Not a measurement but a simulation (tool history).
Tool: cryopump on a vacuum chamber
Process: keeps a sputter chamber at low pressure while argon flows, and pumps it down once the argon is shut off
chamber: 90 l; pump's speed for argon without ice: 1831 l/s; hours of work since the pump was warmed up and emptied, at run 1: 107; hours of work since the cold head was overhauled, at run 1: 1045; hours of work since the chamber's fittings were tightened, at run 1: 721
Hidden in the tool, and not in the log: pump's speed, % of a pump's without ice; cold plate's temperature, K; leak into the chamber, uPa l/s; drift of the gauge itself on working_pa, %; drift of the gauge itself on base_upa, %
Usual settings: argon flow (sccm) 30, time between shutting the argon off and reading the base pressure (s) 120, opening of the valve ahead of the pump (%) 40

| run | hour | argon flow (sccm) | time between shutting the argon off and reading the base pressure (s) | opening of the valve ahead of the pump (%) | hours of work since the pump was warmed up and emptied | hours of work since the cold head was overhauled | hours of work since the chamber's fittings were tightened | pressure while argon flows (Pa) | pressure after the wait (uPa) |
|---|---|---|---|---|---|---|---|---|---|
| 1 | 0.0 | 30 | 120 | 40 | 107 | 1045 | 721 | 0.0713 | 0.83 |
| 2 | 50.6 | 30 | 120 | 40 | 143 | 1081 | 757 | 0.0710 | 0.80 |
| 3 | 80.6 | 30 | 74 | 40 | 165 | 1103 | 779 | 0.0719 | 1.09 |
| 4 | 140.0 | 30 | 74 | 40 | 207 | 1145 | 821 | 0.0713 | 1.16 |
| 5 | 202.4 | 30 | 74 | 40 | 252 | 1190 | 866 | 0.0728 | 1.14 |
| 6 | 253.3 | 30 | 120 | 40 | 288 | 1226 | 903 | 0.0741 | 0.90 |
| 7 | 318.4 | 30 | 120 | 40 | 335 | 1273 | 949 | 0.0735 | 0.92 |
| 8 | 371.0 | 31 | 120 | 40 | 373 | 1311 | 987 | 0.0758 | 1.01 |
| 9 | 431.5 | 31 | 120 | 40 | 416 | 1354 | 1030 | 0.0770 | 1.04 |
| 10 | 482.6 | 30 | 120 | 40 | 453 | 1391 | 1067 | 0.0755 | 1.03 |
| 11 | 523.3 | 30 | 85 | 40 | 482 | 1420 | 1096 | 0.0749 | 1.24 |
| 12 | 583.1 | 30 | 85 | 40 | 525 | 1463 | 1139 | 0.0765 | 1.21 |
| 13 | 632.5 | 30 | 120 | 40 | 560 | 1498 | 1174 | 0.0760 | 1.01 |
| 14 | 698.0 | 30 | 120 | 22 | 607 | 1545 | 1221 | 0.1345 | 1.11 |
| 15 | 762.5 | 30 | 120 | 22 | 653 | 1591 | 1267 | 0.1352 | 1.16 |
| 16 | 809.9 | 30 | 120 | 22 | 687 | 1625 | 1301 | 0.1352 | 1.18 |
| 17 | 874.3 | 58 | 223 | 55 | 733 | 1671 | 1348 | 0.1167 | 1.01 |
| 18 | 930.0 | 58 | 223 | 55 | 773 | 1711 | 1388 | 0.1173 | 1.04 |
| 19 | 991.1 | 28 | 27 | 40 | 817 | 1755 | 1431 | 0.0757 | 2.60 |
| 20 | 1056.6 | 28 | 27 | 40 | 864 | 1802 | 1478 | 0.0756 | 2.71 |
| 21 | 1092.8 | 28 | 27 | 40 | 890 | 1828 | 1504 | 0.0773 | 2.75 |
|  | 1133.0 | pump warmed up, emptied and cooled again |
| 22 | 1144.5 | 28 | 27 | 40 | 8 | 1862 | 1538 | 0.0659 | 2.51 |
| 23 | 1173.2 | 28 | 27 | 40 | 29 | 1882 | 1558 | 0.0655 | 2.42 |
| 24 | 1218.3 | 55 | 22 | 26 | 61 | 1914 | 1591 | 0.1963 | 2.97 |
| 25 | 1263.7 | 55 | 31 | 21 | 94 | 1947 | 1623 | 0.2438 | 2.25 |

3 ways to go on from here, each from the tool as it stands after run 25. What would each give?
| A | 1301.3 | 18 | 211 | 15 | 121 | 1974 | 1650 | ? | ? |
| B | 1301.3 | 55 | 25 | 22 | 121 | 1974 | 1650 | ? | ? |
| C | 1301.3 | 55 | 40 | 25 | 121 | 1974 | 1650 | ? | ? |

| run | pressure while argon flows (Pa) | pressure after the wait (uPa) |
|---|---|---|
| A | 0.1117 | 0.98 |
| B | 0.2342 | 2.76 |
| C | 0.2082 | 1.95 |
Without the tool's hidden state the same runs would have given:
| run | pressure while argon flows (Pa) | pressure after the wait (uPa) |
|---|---|---|
| A | 0.1107 | 0.42 |
| B | 0.2311 | 2.18 |
| C | 0.2051 | 1.38 |
